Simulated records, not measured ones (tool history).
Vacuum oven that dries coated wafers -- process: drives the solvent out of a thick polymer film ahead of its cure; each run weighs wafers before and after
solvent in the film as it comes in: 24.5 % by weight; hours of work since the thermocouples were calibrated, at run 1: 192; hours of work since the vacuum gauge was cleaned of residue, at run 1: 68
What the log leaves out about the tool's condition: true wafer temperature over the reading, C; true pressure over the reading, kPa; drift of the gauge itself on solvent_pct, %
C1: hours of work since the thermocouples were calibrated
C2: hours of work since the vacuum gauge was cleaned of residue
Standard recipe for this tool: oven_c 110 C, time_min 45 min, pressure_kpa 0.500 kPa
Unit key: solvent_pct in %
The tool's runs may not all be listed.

run 1 hour=0.0 | oven_c=110 time_min=45 pressure_kpa=0.500 | C1=192 C2=68 | solvent_pct=5.36
run 2 hour=9.0 | oven_c=110 time_min=45 pressure_kpa=0.500 | C1=197 C2=73 | solvent_pct=5.37
run 3 hour=18.8 | oven_c=110 time_min=45 pressure_kpa=0.500 | C1=204 C2=79 | solvent_pct=5.33
run 4 hour=28.4 | oven_c=110 time_min=45 pressure_kpa=0.500 | C1=210 C2=85 | solvent_pct=5.38
run 5 hour=35.1 | oven_c=110 time_min=45 pressure_kpa=0.500 | C1=214 C2=90 | solvent_pct=5.31
run 6 hour=46.3 | oven_c=110 time_min=45 pressure_kpa=0.500 | C1=221 C2=97 | solvent_pct=5.37
run 7 hour=58.9 | oven_c=110 time_min=45 pressure_kpa=0.500 | C1=229 C2=104 | solvent_pct=5.36
run 8 hour=66.8 | oven_c=110 time_min=45 pressure_kpa=0.500 | C1=234 C2=109 | solvent_pct=5.35
run 9 hour=81.2 | oven_c=110 time_min=45 pressure_kpa=0.500 | C1=243 C2=118 | solvent_pct=5.41
run 10 hour=90.1 | oven_c=122 time_min=45 pressure_kpa=0.500 | C1=248 C2=124 | solvent_pct=1.78
run 11 hour=102.3 | oven_c=110 time_min=45 pressure_kpa=1.084 | C1=256 C2=132 | solvent_pct=5.59
run 12 hour=115.9 | oven_c=110 time_min=45 pressure_kpa=0.500 | C1=264 C2=140 | solvent_pct=5.42
run 13 hour=128.1 | oven_c=110 time_min=45 pressure_kpa=0.385 | C1=272 C2=148 | solvent_pct=5.35
run 14 hour=135.8 | oven_c=122 time_min=45 pressure_kpa=0.500 | C1=277 C2=152 | solvent_pct=1.79
run 15 hour=143.9 | oven_c=110 time_min=45 pressure_kpa=0.500 | C1=282 C2=158 | solvent_pct=5.41
run 16 hour=155.8 | oven_c=110 time_min=45 pressure_kpa=0.500 | C1=289 C2=165 | solvent_pct=5.41
run 17 hour=166.6 | oven_c=110 time_min=45 pressure_kpa=1.208 | C1=296 C2=172 | solvent_pct=5.58
run 18 hour=179.4 | oven_c=110 time_min=45 pressure_kpa=1.208 | C1=304 C2=180 | solvent_pct=5.63
run 19 hour=193.9 | oven_c=110 time_min=34 pressure_kpa=1.208 | C1=313 C2=189 | solvent_pct=7.67
run 20 hour=201.3 | oven_c=110 time_min=45 pressure_kpa=0.500 | C1=318 C2=193 | solvent_pct=5.40
-- hour=203.9 vacuum gauge cleaned of residue and calibrated
run 21 hour=211.4 | oven_c=110 time_min=39 pressure_kpa=0.709 | C1=323 C2=5 | solvent_pct=6.49
run 22 hour=224.4 | oven_c=107 time_min=45 pressure_kpa=1.105 | C1=331 C2=13 | solvent_pct=6.78
run 23 hour=236.9 | oven_c=110 time_min=45 pressure_kpa=0.332 | C1=339 C2=21 | solvent_pct=5.41
-- hour=240.8 vacuum gauge cleaned of residue and calibrated, once more
run 24 hour=251.3 | oven_c=113 time_min=77 pressure_kpa=0.384 | C1=347 C2=7 | solvent_pct=1.51
run 25 hour=260.1 | oven_c=100 time_min=39 pressure_kpa=0.293 | C1=353 C2=12 | solvent_pct=10.31
run 26 hour=269.4 | oven_c=125 time_min=30 pressure_kpa=1.697 | C1=358 C2=18 | solvent_pct=3.27
run 27 hour=276.5 | oven_c=110 time_min=71 pressure_kpa=0.500 | C1=363 C2=22 | solvent_pct=2.62
run 28 hour=288.8 | oven_c=110 time_min=45 pressure_kpa=1.032 | C1=370 C2=30 | solvent_pct=5.59
run 29 hour=297.4 | oven_c=118 time_min=29 pressure_kpa=1.230 | C1=376 C2=35 | solvent_pct=5.72
run 30 hour=310.6 | oven_c=105 time_min=24 pressure_kpa=0.353 | C1=384 C2=44 | solvent_pct=11.68
run 31 hour=321.3 | oven_c=98 time_min=36 pressure_kpa=0.500 | C1=391 C2=50 | solvent_pct=11.65
run 32 hour=330.5 | oven_c=114 time_min=40 pressure_kpa=0.266 | C1=397 C2=56 | solvent_pct=4.69
run 33 hour=345.3 | oven_c=110 time_min=45 pressure_kpa=0.288 | C1=406 C2=65 | solvent_pct=5.37
run 34 hour=358.3 | oven_c=116 time_min=44 pressure_kpa=0.288 | C1=414 C2=73 | solvent_pct=3.45
run 35 hour=369.1 | oven_c=96 time_min=44 pressure_kpa=0.288 | C1=421 C2=80 | solvent_pct=11.00
run 36 hour=383.8 | oven_c=115 time_min=59 pressure_kpa=1.153 | C1=430 C2=89 | solvent_pct=2.40
run 37 hour=391.4 | oven_c=110 time_min=55 pressure_kpa=0.500 | C1=435 C2=94 | solvent_pct=4.12
run 38 hour=404.5 | oven_c=111 time_min=55 pressure_kpa=1.720 | C1=443 C2=102 | solvent_pct=4.15
run 39 hour=413.9 | oven_c=111 time_min=75 pressure_kpa=1.720 | C1=449 C2=108 | solvent_pct=2.53

Some steps in solvent_pct between neighbouring runs. How much of each would the tool show without its hidden state too (settings, what came in, random variation), and how much is left for the hidden state, with any gauge scatter that isn't in both results?
Run 13 -> 14: oven_c 110 -> 122, pressure_kpa 0.385 -> 0.500. solvent_pct -3.56 %: hidden state -0.03, all else -3.53.
Run 23 -> 24: oven_c 110 -> 113, time_min 45 -> 77, pressure_kpa 0.332 -> 0.384, vacuum gauge cleaned of residue and calibrated, once more. solvent_pct -3.90 %: hidden state -0.07, all else -3.83.
Run 24 -> 25: oven_c 113 -> 100, time_min 77 -> 39, pressure_kpa 0.384 -> 0.293. solvent_pct +8.80 %: hidden state +0.04, all else +8.76.
Run 34 -> 35: oven_c 116 -> 96. solvent_pct +7.55 %: hidden state +0.02, all else +7.53.
Run 35 -> 36: oven_c 96 -> 115, time_min 44 -> 59, pressure_kpa 0.288 -> 1.153. solvent_pct -8.60 %: hidden state -0.03, all else -8.57.
